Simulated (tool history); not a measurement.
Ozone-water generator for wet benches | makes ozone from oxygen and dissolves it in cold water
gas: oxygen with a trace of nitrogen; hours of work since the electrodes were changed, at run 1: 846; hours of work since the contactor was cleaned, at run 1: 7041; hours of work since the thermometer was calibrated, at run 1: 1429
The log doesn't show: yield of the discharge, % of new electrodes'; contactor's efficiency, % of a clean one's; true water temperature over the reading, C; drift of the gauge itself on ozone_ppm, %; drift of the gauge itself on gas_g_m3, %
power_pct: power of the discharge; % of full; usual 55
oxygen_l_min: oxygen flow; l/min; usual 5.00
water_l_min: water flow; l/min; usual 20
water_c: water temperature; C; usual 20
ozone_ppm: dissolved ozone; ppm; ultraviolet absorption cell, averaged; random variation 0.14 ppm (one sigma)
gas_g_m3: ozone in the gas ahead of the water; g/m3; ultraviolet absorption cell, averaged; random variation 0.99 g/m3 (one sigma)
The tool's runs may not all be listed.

run,hour,power_pct,oxygen_l_min,water_l_min,water_c,hours of work since the electrodes were changed,hours of work since the contactor was cleaned,hours of work since the thermometer was calibrated,ozone_ppm,gas_g_m3
1,0.0,55,5.00,20,20,846,7041,1429,16.1,169.8
2,21.0,55,5.00,20,20,864,7059,1447,16.2,169.7
3,52.9,55,5.00,20,20,891,7086,1474,15.9,169.5
4,74.4,55,4.42,20,20,910,7105,1493,15.9,176.2
5,92.5,46,5.00,20,20,926,7120,1508,14.6,153.7
6,119.4,46,5.00,24,20,949,7144,1532,12.9,154.3
7,142.1,46,5.00,24,20,968,7163,1551,12.9,153.0
8,166.3,46,5.00,24,20,989,7184,1572,12.7,153.7
9,184.6,46,5.00,29,20,1005,7200,1588,11.1,153.2
10,210.6,55,5.00,20,20,1027,7222,1610,16.4,167.7
11,230.3,55,5.00,20,20,1044,7239,1627,16.3,168.7
12,263.6,55,6.46,20,20,1073,7268,1656,16.8,154.7
13,296.0,55,6.46,20,20,1101,7296,1684,17.0,153.4
14,323.8,55,5.00,13,20,1125,7320,1708,21.9,170.1
15,348.9,55,5.00,13,20,1147,7342,1730,21.5,169.2
16,367.0,55,5.00,13,20,1162,7357,1745,21.6,168.2
17,387.4,55,5.00,13,20,1180,7375,1763,21.3,167.3
18,409.3,55,5.00,13,20,1199,7394,1782,21.8,167.6
19,439.3,48,3.52,20,20,1225,7420,1808,13.7,175.5
20,468.1,55,5.00,16,18,1250,7444,1833,19.3,167.4
21,495.3,55,5.00,16,18,1273,7468,1856,19.5,167.3
22,527.0,55,8.17,16,18,1300,7495,1883,20.5,141.9
23,545.3,55,8.17,16,18,1316,7511,1899,20.5,140.7
24,577.8,46,5.00,27,20,1344,7539,1927,11.7,152.8
25,607.3,55,5.00,17,12,1370,7565,1953,20.5,167.7
26,635.7,42,6.80,15,22,1394,7589,1977,17.1,129.8
27,653.2,42,6.80,15,22,1409,7604,1992,16.8,130.9
28,666.8,53,4.29,26,19,1421,7616,2004,12.6,172.0
29,684.0,55,5.94,20,20,1436,7631,2019,16.8,156.7
30,698.3,55,5.94,20,20,1448,7643,2031,16.6,157.1
31,713.0,55,5.94,20,20,1461,7656,2044,16.5,157.1
32,729.2,44,5.94,16,23,1475,7670,2058,16.4,139.4
33,760.0,55,5.00,20,21,1502,7696,2085,16.0,168.5

Forecast each of these 3 alternatives for the next run:
A,782.7,55,5.46,19,20,1521,7716,2104,?,?
B,782.7,55,5.00,26,14,1521,7716,2104,?,?
C,782.7,66,4.14,20,21,1521,7716,2104,?,?

run,ozone_ppm,gas_g_m3
A,17.3,160.0
B,14.3,166.4
C,17.1,195.7
Without the tool's hidden state the same runs would have given:
run,ozone_ppm,gas_g_m3
A,17.3,164.2
B,14.3,170.7
C,17.1,200.9
